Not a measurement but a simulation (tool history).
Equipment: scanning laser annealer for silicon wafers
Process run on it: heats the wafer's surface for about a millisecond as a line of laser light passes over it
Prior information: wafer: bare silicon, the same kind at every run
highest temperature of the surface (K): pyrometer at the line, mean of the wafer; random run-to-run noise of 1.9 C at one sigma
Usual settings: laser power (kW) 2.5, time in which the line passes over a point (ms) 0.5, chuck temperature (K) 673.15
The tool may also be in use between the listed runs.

run	hour	laser power (kW)	time in which the line passes over a point (ms)	chuck temperature (K)	highest temperature of the surface (K)
1	0	2.5	0.5	673.15	1377.15
2	42.2	2.5	0.5	673.15	1375.15
3	107.4	2.451	0.5	673.15	1363.15
4	169.4	2.451	0.5	673.15	1359.15
5	241.6	2.749	0.5	673.15	1435.15
6	306.9	2.749	0.5	673.15	1432.15
7	350.8	2.5	0.5	681.15	1375.15
8	430.9	2.5	0.5	673.15	1361.15
9	499.5	2.5	0.5	673.15	1360.15
10	568.8	2.5	0.5	673.15	1357.15
11	651.1	2.5	0.5	673.15	1357.15
12	716.2	2.5	0.5	699.15	1380.15
# hour 773.1: window over the wafer cleaned
13	792.7	2.5	0.5	699.15	1411.15
14	860.6	2.5	0.5	655.15	1366.15
15	944.5	2.5	0.5	655.15	1365.15
16	1009.2	2.5	0.5	655.15	1363.15
17	1047.7	2.5	0.5	655.15	1360.15
18	1120.1	2.5	0.5	655.15	1359.15
# hour 1163.3: optics aligned, line set to its width
19	1166.8	2.5	0.599	673.15	1441.15
20	1219.8	2.5	0.401	673.15	1319.15
21	1271.5	2.515	0.455	678.15	1363.15
22	1310.9	2.515	0.455	678.15	1360.15
23	1372.4	2.5	0.415	695.15	1348.15
24	1425.4	2.484	0.505	696.15	1401.15
25	1504	2.627	0.453	673.15	1380.15
26	1553.1	2.627	0.453	673.15	1373.15
27	1591.2	2.627	0.453	655.15	1360.15
28	1641.5	2.627	0.453	655.15	1356.15
29	1733.2	2.627	0.453	655.15	1355.15
30	1773.7	2.536	0.509	647.15	1360.15
31	1850.7	2.348	0.384	654.15	1238.15
32	1901.9	2.515	0.552	654.15	1379.15
33	1979.9	2.515	0.552	654.15	1373.15
# hour 2032.4: window over the wafer cleaned
34	2043.6	2.515	0.378	695.15	1336.15
35	2107.5	2.145	0.475	673.15	1280.15
36	2170.9	2.5	0.437	673.15	1348.15
37	2217.6	2.5	0.437	673.15	1346.15
38	2271.4	2.193	0.5	708.15	1337.15
39	2359.5	2.193	0.434	681.15	1271.15
40	2398.7	2.535	0.548	677.15	1423.15

Each run again, without the hidden state but with its own random variation kept:
The tool's hidden condition here consists of: light that passes the window, % of a clean one's; laser's true power over the reading, %; width of the line over the set one, %; drift of the gauge itself on peak_c, C.
run	highest temperature of the surface (K)
1	1397.15
2	1397.15
3	1386.15
4	1384.15
5	1465.15
6	1465.15
7	1406.15
8	1394.15
9	1395.15
10	1395.15
11	1397.15
12	1422.15
13	1422.15
14	1380.15
15	1380.15
16	1381.15
17	1379.15
18	1380.15
19	1453.15
20	1330.15
21	1377.15
22	1376.15
23	1364.15
24	1419.15
25	1402.15
26	1396.15
27	1384.15
28	1381.15
29	1383.15
30	1390.15
31	1264.15
32	1414.15
33	1411.15
34	1341.15
35	1286.15
36	1357.15
37	1356.15
38	1348.15
39	1284.15
40	1440.15
